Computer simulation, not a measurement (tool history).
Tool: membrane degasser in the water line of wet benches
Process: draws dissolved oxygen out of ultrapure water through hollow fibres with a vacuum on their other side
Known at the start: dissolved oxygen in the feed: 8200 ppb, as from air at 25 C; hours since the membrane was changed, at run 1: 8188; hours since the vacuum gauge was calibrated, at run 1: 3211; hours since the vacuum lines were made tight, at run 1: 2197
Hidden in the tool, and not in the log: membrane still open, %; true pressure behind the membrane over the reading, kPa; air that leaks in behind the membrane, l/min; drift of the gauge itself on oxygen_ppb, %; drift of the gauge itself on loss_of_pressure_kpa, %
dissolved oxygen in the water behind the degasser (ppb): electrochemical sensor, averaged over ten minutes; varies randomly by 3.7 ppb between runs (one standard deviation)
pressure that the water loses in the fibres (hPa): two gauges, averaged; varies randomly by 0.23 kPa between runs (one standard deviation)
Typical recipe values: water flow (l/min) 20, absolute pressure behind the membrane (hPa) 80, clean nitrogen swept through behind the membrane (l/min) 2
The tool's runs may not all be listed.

run	day	water flow (l/min)	absolute pressure behind the membrane (hPa)	clean nitrogen swept through behind the membrane (l/min)	hours since the membrane was changed	hours since the vacuum gauge was calibrated	hours since the vacuum lines were made tight	dissolved oxygen in the water behind the degasser (ppb)	pressure that the water loses in the fibres (hPa)
1	0	20	80	2	8188	3211	2197	405.5	581.8
# day 7.838: vacuum gauge calibrated
2	10.5	20	80	2	8439	64	2449	401.5	579.3
3	20.579	20	80	2	8681	306	2691	400.8	580
4	30.167	20	80	2	8911	536	2921	399.2	577.9
5	35.858	20	80	2	9048	673	3057	401.6	576.7
6	45.708	20	80	2	9284	909	3294	410.9	584.2
7	54.408	20	80	2	9493	1118	3503	405.2	580.3
8	61.283	20	80	2	9658	1283	3668	402.6	583.8
9	74.425	20	80	2	9973	1598	3983	403.8	582.4
10	82.346	20	80	2	10163	1788	4173	413.3	578.5
11	91.383	20	80	2	10380	2005	4390	407	585
12	102.362	20	80	2	10644	2269	4654	410.2	579.4
# day 103: seals of the vacuum lines changed
13	107.8	20	80	2	10772	2397	115	411.8	583.2
14	116.375	20	80	2	10978	2603	321	409.7	589.7
15	123.758	20	80	2	11155	2780	498	411.6	585.7
16	133.408	20	80	2	11387	3012	730	407.3	586.2
17	142.104	20	109.4	0.84	11596	3220	939	679.4	586.8
18	147.721	15	55.7	1.11	11730	3355	1073	240.6	437.1
# day 149.225: vacuum gauge calibrated
19	157.842	17	55.1	3.2	11973	207	1316	249.7	499.2
20	169.725	16	80	2.58	12258	492	1601	263.3	469.9
21	181.917	16	80	2.58	12551	785	1894	262.5	471.5
22	193.462	16	80	2.58	12828	1062	2171	263.2	469.9
23	205.029	14	184.6	2.24	13105	1339	2448	361.6	411.5
# day 210.879: membrane cartridge changed
24	211.962	32	170.5	2.24	26	1502	2611	1017.6	900.7
25	220.992	32	51.4	1.82	243	1718	2827	708.5	899.7
26	228.862	20	181.6	0.97	432	1907	3016	871.4	558.8
27	241.883	23	107.1	5.53	744	2220	3329	429.5	647
28	249.508	23	107.1	5.53	927	2403	3512	426.8	650.3
29	257.3	20	59.3	0.85	1114	2590	3699	410.1	560.6
30	264.262	20	59.3	0.85	1281	2757	3866	407.8	561.5
31	269.562	22	80	1.12	1408	2884	3993	518.8	621.5
32	275.762	19	57.8	4.45	1557	3033	4142	267.5	533.9

Describe how what the log doesn't record of the tool's condition differs between the last listed run preceding each entry between runs and the first listed run following it.
Runs 1 to 2: vacuum gauge calibrated (day 7.838)
  membrane still open, %: 96.8 -> 96.7; true pressure behind the membrane over the reading, kPa: 0.13 -> -0.03; air that leaks in behind the membrane, l/min: 0.0029 -> 0.0031
  measured result minus the result with no hidden state, dissolved oxygen in the water behind the degasser (ppb): +32.7 -> +30.2; pressure that the water loses in the fibres (hPa): +18.3 -> +19
Runs 12 to 13: seals of the vacuum lines changed (day 103)
  membrane still open, %: 95.9 -> 95.8; true pressure behind the membrane over the reading, kPa: 0.05 -> 0.06; air that leaks in behind the membrane, l/min: 0.0048 -> 0.0012
  measured result minus the result with no hidden state, dissolved oxygen in the water behind the degasser (ppb): +40.7 -> +41; pressure that the water loses in the fibres (hPa): +24 -> +24.3
Runs 18 to 19: vacuum gauge calibrated (day 149.225)
  membrane still open, %: 95.5 -> 95.4; true pressure behind the membrane over the reading, kPa: 0.09 -> -0.01; air that leaks in behind the membrane, l/min: 0.002 -> 0.0022
  measured result minus the result with no hidden state, dissolved oxygen in the water behind the degasser (ppb): +30.4 -> +35.4; pressure that the water loses in the fibres (hPa): +20 -> +23
Runs 23 to 24: membrane cartridge changed (day 210.879)
  membrane still open, %: 94.9 -> 100; air that leaks in behind the membrane, l/min: 0.0031 -> 0.0033
  measured result minus the result with no hidden state, dissolved oxygen in the water behind the degasser (ppb): +27 -> +1.7; pressure that the water loses in the fibres (hPa): +20.8 -> +0.1
